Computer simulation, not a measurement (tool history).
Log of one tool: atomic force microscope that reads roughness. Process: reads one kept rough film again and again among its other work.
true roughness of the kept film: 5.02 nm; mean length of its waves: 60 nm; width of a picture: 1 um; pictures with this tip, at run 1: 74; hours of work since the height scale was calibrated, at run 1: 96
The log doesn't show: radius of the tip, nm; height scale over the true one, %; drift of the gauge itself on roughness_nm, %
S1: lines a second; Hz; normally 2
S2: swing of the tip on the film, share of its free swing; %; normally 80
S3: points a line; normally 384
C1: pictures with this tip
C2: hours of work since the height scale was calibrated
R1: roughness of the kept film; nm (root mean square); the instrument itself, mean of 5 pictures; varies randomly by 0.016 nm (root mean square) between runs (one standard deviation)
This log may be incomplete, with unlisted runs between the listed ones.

Run 1, day 0: usual settings; C1 74; C2 96. Result: R1 3.875 nm (root mean square).
Run 2, day 0.167: usual settings; C1 77; C2 97. Result: R1 3.89 nm (root mean square).
Run 3, day 0.321: usual settings but S1 0.89 Hz; C1 80; C2 99. Result: R1 4.315 nm (root mean square).
Run 4, day 0.658: usual settings but S1 0.59 Hz; C1 86; C2 102. Result: R1 4.457 nm (root mean square).
Run 5, day 0.983: usual settings but S1 0.59 Hz, S2 58 %; C1 92; C2 105. Result: R1 4.663 nm (root mean square).
Run 6, day 1.212: usual settings but S1 0.59 Hz, S2 58 %; C1 96; C2 108. Result: R1 4.669 nm (root mean square).
Run 7, day 1.525: usual settings; C1 102; C2 111. Result: R1 3.859 nm (root mean square).
Run 8, day 1.75: usual settings but S3 268; C1 106; C2 113. Result: R1 3.837 nm (root mean square).
Run 9, day 2.033: usual settings but S3 268; C1 112; C2 116. Result: R1 3.822 nm (root mean square).
Run 10, day 2.267: usual settings but S3 268; C1 116; C2 118. Result: R1 3.867 nm (root mean square).
Run 11, day 2.625: usual settings but S3 268; C1 123; C2 121. Result: R1 3.845 nm (root mean square).
Run 12, day 2.962: usual settings but S3 268; C1 129; C2 125. Result: R1 3.823 nm (root mean square).
Run 13, day 3.183: usual settings but S2 77 %; C1 133; C2 127. Result: R1 3.958 nm (root mean square).
Run 14, day 3.45: usual settings but S2 77 %; C1 138; C2 129. Result: R1 3.961 nm (root mean square).
Run 15, day 3.767: usual settings but S2 77 %; C1 144; C2 133. Result: R1 3.935 nm (root mean square).
Run 16, day 3.975: usual settings but S2 77 %; C1 148; C2 135. Result: R1 3.916 nm (root mean square).
Run 17, day 4.254: usual settings but S2 65 %; C1 153; C2 137. Result: R1 4.326 nm (root mean square).
Run 18, day 4.55: usual settings but S2 65 %; C1 158; C2 140. Result: R1 4.285 nm (root mean square).
Run 19, day 4.929: usual settings but S2 65 %; C1 165; C2 144. Result: R1 4.303 nm (root mean square).
Run 20, day 5.179: usual settings but S2 65 %; C1 170; C2 146. Result: R1 4.296 nm (root mean square).
Run 21, day 5.496: usual settings but S2 65 %; C1 176; C2 149. Result: R1 4.301 nm (root mean square).
Run 22, day 5.829: usual settings but S2 65 %; C1 182; C2 153. Result: R1 4.317 nm (root mean square).
Run 23, day 6.042: usual settings but S2 65 %; C1 186; C2 155. Result: R1 4.307 nm (root mean square).
Run 24, day 6.321: usual settings but S2 65 %, S3 267; C1 191; C2 157. Result: R1 4.312 nm (root mean square).
Run 25, day 6.521: usual settings but S2 65 %, S3 267; C1 195; C2 159. Result: R1 4.286 nm (root mean square).
Run 26, day 6.862: usual settings but S1 0.53 Hz, S2 65 %, S3 267; C1 201; C2 163. Result: R1 4.626 nm (root mean square).
Run 27, day 7.042: usual settings but S1 0.53 Hz, S2 65 %, S3 267; C1 204; C2 165. Result: R1 4.612 nm (root mean square).
Run 28, day 7.292: usual settings but S1 0.99 Hz; C1 209; C2 167. Result: R1 4.222 nm (root mean square).
Run 29, day 7.642: usual settings but S1 0.99 Hz; C1 215; C2 170. Result: R1 4.283 nm (root mean square).
Run 30, day 7.858: usual settings but S3 372; C1 219; C2 172. Result: R1 3.847 nm (root mean square).
Run 31, day 8.138: usual settings but S1 0.9 Hz, S2 63 %, S3 280; C1 224; C2 175. Result: R1 4.524 nm (root mean square).
Run 32, day 8.458: usual settings but S1 0.88 Hz, S2 59 %, S3 839; C1 230; C2 178. Result: R1 4.59 nm (root mean square).
Run 33, day 8.771: usual settings but S1 0.76 Hz; C1 236; C2 181. Result: R1 4.359 nm (root mean square).
Run 34, day 8.933: usual settings but S3 383; C1 239; C2 183. Result: R1 3.82 nm (root mean square).
Run 35, day 9.3: usual settings but S3 279; C1 246; C2 187. Result: R1 3.828 nm (root mean square).
Run 36, day 9.525: usual settings but S1 1.05 Hz, S2 58 %, S3 263; C1 250; C2 189. Result: R1 4.563 nm (root mean square).
At day 9.796: new tip fitted.
Run 37, day 9.862: usual settings but S1 1.03 Hz, S2 87 %, S3 479; C1 1; C2 192. Result: R1 4.056 nm (root mean square).
Run 38, day 10.142: usual settings but S1 1.03 Hz, S2 87 %, S3 702; C1 6; C2 195. Result: R1 4.073 nm (root mean square).
Run 39, day 10.404: usual settings but S1 1.03 Hz, S2 87 %, S3 702; C1 11; C2 197. Result: R1 4.059 nm (root mean square).
Run 40, day 10.583: usual settings but S1 3.28 Hz, S2 56 %, S3 426; C1 14; C2 199. Result: R1 4.362 nm (root mean square).
Run 41, day 10.85: usual settings but S1 0.69 Hz, S2 65 %, S3 521; C1 19; C2 201. Result: R1 4.583 nm (root mean square).
Run 42, day 11.075: usual settings but S1 0.69 Hz, S2 55 %, S3 521; C1 23; C2 204. Result: R1 4.664 nm (root mean square).
Run 43, day 11.238: usual settings but S1 0.99 Hz, S2 68 %, S3 521; C1 26; C2 205. Result: R1 4.462 nm (root mean square).
Run 44, day 11.492: usual settings but S1 1.92 Hz; C1 31; C2 208. Result: R1 3.878 nm (root mean square).
Run 45, day 11.842: usual settings but S1 1.92 Hz; C1 38; C2 211. Result: R1 3.867 nm (root mean square).
Run 46, day 12.096: usual settings but S1 1.53 Hz, S2 84 %, S3 367; C1 42; C2 214. Result: R1 3.867 nm (root mean square).
Run 47, day 12.275: usual settings but S1 1.53 Hz, S2 84 %, S3 367; C1 46; C2 215. Result: R1 3.913 nm (root mean square).
Run 48, day 12.5: usual settings but S1 1.24 Hz, S2 72 %, S3 542; C1 50; C2 218. Result: R1 4.348 nm (root mean square).
Run 49, day 12.854: usual settings but S1 1.24 Hz, S2 72 %, S3 542; C1 56; C2 221. Result: R1 4.324 nm (root mean square).
Run 50, day 13.092: usual settings but S1 1.24 Hz, S2 72 %, S3 542; C1 61; C2 223. Result: R1 4.352 nm (root mean square).
Run 51, day 13.271: usual settings but S1 1.24 Hz, S2 72 %, S3 256; C1 64; C2 225. Result: R1 4.332 nm (root mean square).
Run 52, day 13.429: usual settings but S1 1.24 Hz, S2 72 %, S3 545; C1 67; C2 227. Result: R1 4.339 nm (root mean square).
Run 53, day 13.596: usual settings but S2 56 %; C1 70; C2 228. Result: R1 4.491 nm (root mean square).

Below, some changes in R1 between adjacent runs. For each, the amount present without the hidden state too (settings, incoming material, random variation) and the amount remaining for the hidden state with gauge scatter not shared by both compared results:
Run 6 -> 7: S1 0.59 -> 2, S2 58 -> 80. R1 -0.81 nm (root mean square): hidden state +0.002, all else -0.812.
Run 30 -> 31: S1 2 -> 0.9, S2 80 -> 63, S3 372 -> 280. R1 +0.677 nm (root mean square): hidden state -0.003, all else +0.68.
Run 35 -> 36: S1 2 -> 1.05, S2 80 -> 58, S3 279 -> 263. R1 +0.735 nm (root mean square): hidden state -0.003, all else +0.738.
Run 36 -> 37: S1 1.05 -> 1.03, S2 58 -> 87, S3 263 -> 479, new tip fitted. R1 -0.507 nm (root mean square): hidden state +0.019, all else -0.526.
